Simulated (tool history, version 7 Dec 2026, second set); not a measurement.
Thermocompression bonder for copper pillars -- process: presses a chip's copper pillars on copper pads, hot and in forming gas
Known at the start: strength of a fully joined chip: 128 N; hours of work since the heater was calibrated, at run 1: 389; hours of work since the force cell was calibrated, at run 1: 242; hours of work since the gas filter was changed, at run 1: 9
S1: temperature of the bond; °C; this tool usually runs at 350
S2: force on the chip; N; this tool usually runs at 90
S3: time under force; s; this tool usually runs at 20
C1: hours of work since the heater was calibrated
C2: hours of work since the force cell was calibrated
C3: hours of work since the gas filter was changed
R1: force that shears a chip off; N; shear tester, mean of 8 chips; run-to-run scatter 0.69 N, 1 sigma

run,day,S1,S2,S3,C1,C2,C3,R1
1,0,350,90,20,389,242,9,87.5
2,0.417,350,90,20,397,250,16,89.2
3,0.654,350,90,20,402,255,21,88.3
4,0.85,350,90,20,405,258,25,87.6
5,1.154,350,90,20,411,264,30,88.9
6,1.388,350,90,20,415,268,35,87.9
7,1.7,359,90,20,421,274,41,94
8,1.983,359,90,20,427,280,46,92.6
9,2.354,359,90,20,434,286,53,94.8
10,2.646,359,90,20,439,292,58,93.9
11,3.008,359,90,20,446,299,65,94.1
12,3.4,325,90,49,453,306,73,89.4
13,3.588,325,90,49,457,310,76,90.1
14,3.942,325,90,49,463,316,83,90.4
15,4.362,325,90,49,471,324,91,89.9
16,4.617,376,64,49,476,329,95,101
17,4.946,376,64,49,482,335,102,102.2
18,5.175,341,132,24,487,339,106,107.4
19,5.467,341,132,24,492,345,111,107
20,5.858,361,117,16,499,352,119,105.6
21,6.188,361,117,16,506,358,125,105.2
22,6.388,361,75,30,509,362,129,92.6

Difference, measured minus no-hidden-state, one row per run. Run-to-run variation is common to both terms; the gauge's own scatter need not be:
The hidden state here: true temperature of the bond over the reading, C; force that reaches the chip, % of what is set; oxide that the forming gas leaves, % of the face; drift of the gauge itself on shear_n, %.
run,R1
1,+0.2
2,+0
3,+0
4,-0.1
5,-0.2
6,-0.2
7,-0.4
8,-0.6
9,-0.6
10,-0.7
11,-0.8
12,-0.6
13,-0.7
14,-0.8
15,-0.9
16,-1.7
17,-1.9
18,-1.9
19,-2
20,-2.2
21,-2.3
22,-1.9
